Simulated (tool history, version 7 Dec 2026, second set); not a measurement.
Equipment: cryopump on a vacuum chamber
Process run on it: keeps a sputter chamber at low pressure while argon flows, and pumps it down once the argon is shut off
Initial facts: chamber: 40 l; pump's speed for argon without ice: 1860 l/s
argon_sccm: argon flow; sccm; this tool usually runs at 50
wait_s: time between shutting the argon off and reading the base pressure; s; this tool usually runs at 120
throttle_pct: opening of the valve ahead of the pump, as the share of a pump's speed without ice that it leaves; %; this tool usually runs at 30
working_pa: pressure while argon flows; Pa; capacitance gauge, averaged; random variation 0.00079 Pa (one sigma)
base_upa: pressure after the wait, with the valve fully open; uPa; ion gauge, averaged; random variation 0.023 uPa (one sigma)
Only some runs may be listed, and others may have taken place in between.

{"run": 1, "hour": 0.0, "argon_sccm": 50, "wait_s": 120, "throttle_pct": 30, "working_pa": 0.158, "base_upa": 1.04}
{"run": 2, "hour": 94.8, "argon_sccm": 50, "wait_s": 120, "throttle_pct": 30, "working_pa": 0.1573, "base_upa": 1.13}
{"run": 3, "hour": 180.7, "argon_sccm": 50, "wait_s": 120, "throttle_pct": 30, "working_pa": 0.1519, "base_upa": 1.11}
{"run": 4, "hour": 289.8, "argon_sccm": 50, "wait_s": 120, "throttle_pct": 30, "working_pa": 0.1517, "base_upa": 1.15}
{"run": 5, "hour": 391.8, "argon_sccm": 50, "wait_s": 120, "throttle_pct": 47, "working_pa": 0.0981, "base_upa": 1.25}
{"run": 6, "hour": 447.4, "argon_sccm": 50, "wait_s": 120, "throttle_pct": 47, "working_pa": 0.0987, "base_upa": 1.25}
{"run": 7, "hour": 502.3, "argon_sccm": 29, "wait_s": 120, "throttle_pct": 47, "working_pa": 0.0573, "base_upa": 1.31}
{"run": 8, "hour": 607.3, "argon_sccm": 29, "wait_s": 120, "throttle_pct": 47, "working_pa": 0.058, "base_upa": 1.39}
{"run": 9, "hour": 708.5, "argon_sccm": 29, "wait_s": 120, "throttle_pct": 47, "working_pa": 0.0584, "base_upa": 1.43}
{"run": 10, "hour": 792.6, "argon_sccm": 26, "wait_s": 120, "throttle_pct": 47, "working_pa": 0.0521, "base_upa": 1.49}
{"run": 11, "hour": 870.7, "argon_sccm": 26, "wait_s": 120, "throttle_pct": 47, "working_pa": 0.0524, "base_upa": 1.47}
{"run": 12, "hour": 976.1, "argon_sccm": 50, "wait_s": 99, "throttle_pct": 30, "working_pa": 0.1562, "base_upa": 1.66}
{"run": 13, "hour": 1056.5, "argon_sccm": 50, "wait_s": 99, "throttle_pct": 17, "working_pa": 0.2731, "base_upa": 1.0}
{"run": 14, "hour": 1126.9, "argon_sccm": 50, "wait_s": 99, "throttle_pct": 17, "working_pa": 0.2718, "base_upa": 1.0}
{"run": 15, "hour": 1237.2, "argon_sccm": 50, "wait_s": 99, "throttle_pct": 17, "working_pa": 0.2739, "base_upa": 1.11}
{"run": 16, "hour": 1331.1, "argon_sccm": 50, "wait_s": 99, "throttle_pct": 17, "working_pa": 0.2723, "base_upa": 1.1}
{"run": 17, "hour": 1381.5, "argon_sccm": 50, "wait_s": 99, "throttle_pct": 17, "working_pa": 0.2737, "base_upa": 1.17}
{"run": 18, "hour": 1482.0, "argon_sccm": 50, "wait_s": 99, "throttle_pct": 17, "working_pa": 0.275, "base_upa": 1.26}
{"run": 19, "hour": 1543.9, "argon_sccm": 50, "wait_s": 99, "throttle_pct": 17, "working_pa": 0.2756, "base_upa": 1.3}
{"run": 20, "hour": 1600.1, "argon_sccm": 50, "wait_s": 148, "throttle_pct": 30, "working_pa": 0.1591, "base_upa": 1.05}
{"run": 21, "hour": 1699.7, "argon_sccm": 84, "wait_s": 148, "throttle_pct": 26, "working_pa": 0.2958, "base_upa": 1.0}
{"run": 22, "hour": 1789.7, "argon_sccm": 84, "wait_s": 148, "throttle_pct": 39, "working_pa": 0.1984, "base_upa": 1.07}
{"run": 23, "hour": 1890.6, "argon_sccm": 50, "wait_s": 46, "throttle_pct": 30, "working_pa": 0.154, "base_upa": 2.25}
{"run": 24, "hour": 1952.0, "argon_sccm": 50, "wait_s": 245, "throttle_pct": 30, "working_pa": 0.1549, "base_upa": 0.92}
{"run": 25, "hour": 2039.0, "argon_sccm": 23, "wait_s": 74, "throttle_pct": 20, "working_pa": 0.1068, "base_upa": 1.74}
{"run": 26, "hour": 2087.5, "argon_sccm": 50, "wait_s": 120, "throttle_pct": 24, "working_pa": 0.1915, "base_upa": 1.37}
{"run": 27, "hour": 2137.3, "argon_sccm": 23, "wait_s": 101, "throttle_pct": 24, "working_pa": 0.0881, "base_upa": 1.49}
{"run": 28, "hour": 2184.2, "argon_sccm": 23, "wait_s": 101, "throttle_pct": 25, "working_pa": 0.0855, "base_upa": 1.56}
{"run": 29, "hour": 2283.5, "argon_sccm": 50, "wait_s": 73, "throttle_pct": 38, "working_pa": 0.123, "base_upa": 1.94}
{"run": 30, "hour": 2359.2, "argon_sccm": 28, "wait_s": 73, "throttle_pct": 47, "working_pa": 0.0565, "base_upa": 1.94}
{"run": 31, "hour": 2427.1, "argon_sccm": 28, "wait_s": 35, "throttle_pct": 51, "working_pa": 0.0534, "base_upa": 3.2}
{"run": 32, "hour": 2510.9, "argon_sccm": 28, "wait_s": 35, "throttle_pct": 51, "working_pa": 0.0525, "base_upa": 3.26}
{"run": 33, "hour": 2620.4, "argon_sccm": 50, "wait_s": 46, "throttle_pct": 17, "working_pa": 0.2738, "base_upa": 1.9}
{"run": 34, "hour": 2729.1, "argon_sccm": 50, "wait_s": 209, "throttle_pct": 41, "working_pa": 0.1162, "base_upa": 0.69}
{"run": 35, "hour": 2837.4, "argon_sccm": 36, "wait_s": 50, "throttle_pct": 52, "working_pa": 0.0674, "base_upa": 1.97}

Withheld: 4 entries from between the runs. Position of each, and hidden state at the listed run before versus the listed run after:
Logged between run 2 and run 3: pump warmed up, emptied and cooled again (hour 128.7)
  pump's speed, % of a pump's without ice: 87.5 -> 98.8; cold plate's temperature, K: 12.65 -> 12.67; leak into the chamber, uPa l/s: 822 -> 889
  measured minus no-state result, working_pa: +0.0071 -> +0.0012 Pa; base_upa: +0.35 -> +0.33 uPa
Logged between run 12 and run 13: leaking fittings of the chamber tightened, without venting (hour 1032.3)
  pump's speed, % of a pump's without ice: 91.9 -> 91.2; cold plate's temperature, K: 12.82 -> 12.84; leak into the chamber, uPa l/s: 1591 -> 342
  measured minus no-state result, working_pa: +0.0048 -> +0.0052 Pa; base_upa: +0.77 -> +0.05 uPa
Logged between run 20 and run 21: pump warmed up, emptied and cooled again (hour 1653.2)
  pump's speed, % of a pump's without ice: 86.6 -> 99.3; cold plate's temperature, K: 12.94 -> 12.96; leak into the chamber, uPa l/s: 836 -> 920
  measured minus no-state result, working_pa: +0.0079 -> +0.0020 Pa; base_upa: +0.37 -> +0.34 uPa
Logged between run 32 and run 33: leaking fittings of the chamber tightened, without venting (hour 2527.2)
  pump's speed, % of a pump's without ice: 92.2 -> 91.2; cold plate's temperature, K: 13.11 -> 13.13; leak into the chamber, uPa l/s: 1670 -> 410
  measured minus no-state result, working_pa: +0.0028 -> +0.0055 Pa; base_upa: +0.85 -> +0.09 uPa
